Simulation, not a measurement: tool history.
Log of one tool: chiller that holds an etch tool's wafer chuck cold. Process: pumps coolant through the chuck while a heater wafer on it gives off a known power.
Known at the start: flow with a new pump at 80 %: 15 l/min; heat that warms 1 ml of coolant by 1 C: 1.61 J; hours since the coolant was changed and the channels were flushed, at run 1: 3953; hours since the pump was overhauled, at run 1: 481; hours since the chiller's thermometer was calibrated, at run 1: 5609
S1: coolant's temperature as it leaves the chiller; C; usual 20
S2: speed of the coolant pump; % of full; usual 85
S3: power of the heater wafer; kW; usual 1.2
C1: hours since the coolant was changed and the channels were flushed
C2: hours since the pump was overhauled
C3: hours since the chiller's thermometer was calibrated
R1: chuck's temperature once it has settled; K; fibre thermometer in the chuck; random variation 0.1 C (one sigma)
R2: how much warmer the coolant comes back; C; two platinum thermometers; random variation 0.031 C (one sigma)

run    hour  S1  S2     S3    C1    C2    C3      R1    R2
  1       0  20  85    1.2  3953   481  5609  301.35  2.77
  2    42.8  20  85  1.306  3996   524  5652  302.45  3.04
  3   116.5  20  85    1.2  4070   598  5726  301.65  2.79
  4   156.7  20  85    1.2  4110   638  5766  301.85  2.79
  5   226.2  20  67    1.2  4179   708  5836  303.25  3.57
  6   272.9  20  85  1.765  4226   754  5882  305.65  4.13
  7   333.1  20  85    1.2  4286   815  5942  301.65  2.87
      351.6  -- chiller's thermometer calibrated
  8     385  20  85    1.2  4337   865    33  301.85  2.75
  9   437.1  20  85    1.2  4389   918    86  302.05  2.82
 10   509.3  20  85    1.2  4461   990   158  302.25  2.86
 11   544.5  20  88    1.2  4497  1025   193  301.85  2.75
 12   576.5  11  88    1.2  4529  1057   225  292.85  2.72
 13   639.9  11  88    1.2  4592  1120   288  292.55  2.75
 14   712.5  11  88    1.2  4665  1193   361  292.85  2.74
 15   746.3  11  88    1.2  4698  1227   395  293.05  2.75
 16   792.4  11  88    1.2  4744  1273   441  292.85  2.75
 17   831.7  14  76  0.909  4784  1312   480  294.55  2.36
 18   874.1  18  81   0.98  4826  1355   522  298.65  2.43
 19   930.2  18  81   0.98  4882  1411   579  298.65  2.44
 20   972.1  18  81   0.98  4924  1453   621  298.75  2.49
 21  1030.8  18  81   0.98  4983  1511   679  298.75  2.46
 22  1072.1  25  89  1.011  5024  1553   721  305.65   2.3
 23  1106.3  20  93  1.273  5058  1587   755  302.35  2.79
 24    1166  20  73  1.273  5118  1646   814  303.95  3.55
 25  1223.9  20  73  1.273  5176  1704   872  303.95  3.51
 26  1282.9  14  88    1.2  5235  1763   931  296.35  2.74
 27  1350.6  20  69   1.21  5303  1831   999  303.85  3.56
 28  1403.8  20  69   1.21  5356  1884  1052  303.85  3.62
 29  1471.3  21  85  0.993  5423  1952  1120  301.55  2.41
 30  1539.3  21  85  0.993  5491  2020  1188  301.55  2.41
 31  1575.6  20  88  1.063  5528  2056  1224  301.05  2.48
 32  1607.5  16  89  1.063  5560  2088  1256  296.95  2.47

Some steps in R1 between neighbouring runs. How much of each would the tool show without its hidden state too (settings, what came in, random variation), and how much is left for the hidden state, with any gauge scatter that isn't in both results?
The hidden state here: heat passed by the chuck's channels, % of clean ones'; flow at a given pump speed, % of a new pump's; coolant's true temperature over the reading, C; drift of the gauge itself on chuck_c, C; drift of the gauge itself on warmer_back_c, C.
Run 5 -> 6: S2 67 -> 85, S3 1.2 -> 1.765. R1 +2.4 K: hidden state +0.3, all else +2.1.
Run 6 -> 7: S3 1.765 -> 1.2. R1 -4 K: hidden state -0.3, all else -3.7.
Run 11 -> 12: S1 20 -> 11. R1 -9 K: hidden state +0.1, all else -9.1.
Run 25 -> 26: S1 20 -> 14, S2 73 -> 88, S3 1.273 -> 1.2. R1 -7.6 K: hidden state -0.2, all else -7.4.
Run 26 -> 27: S1 14 -> 20, S2 88 -> 69, S3 1.2 -> 1.21. R1 +7.5 K: hidden state +0.2, all else +7.3.
Run 28 -> 29: S1 20 -> 21, S2 69 -> 85, S3 1.21 -> 0.993. R1 -2.3 K: hidden state -0.4, all else -1.9.

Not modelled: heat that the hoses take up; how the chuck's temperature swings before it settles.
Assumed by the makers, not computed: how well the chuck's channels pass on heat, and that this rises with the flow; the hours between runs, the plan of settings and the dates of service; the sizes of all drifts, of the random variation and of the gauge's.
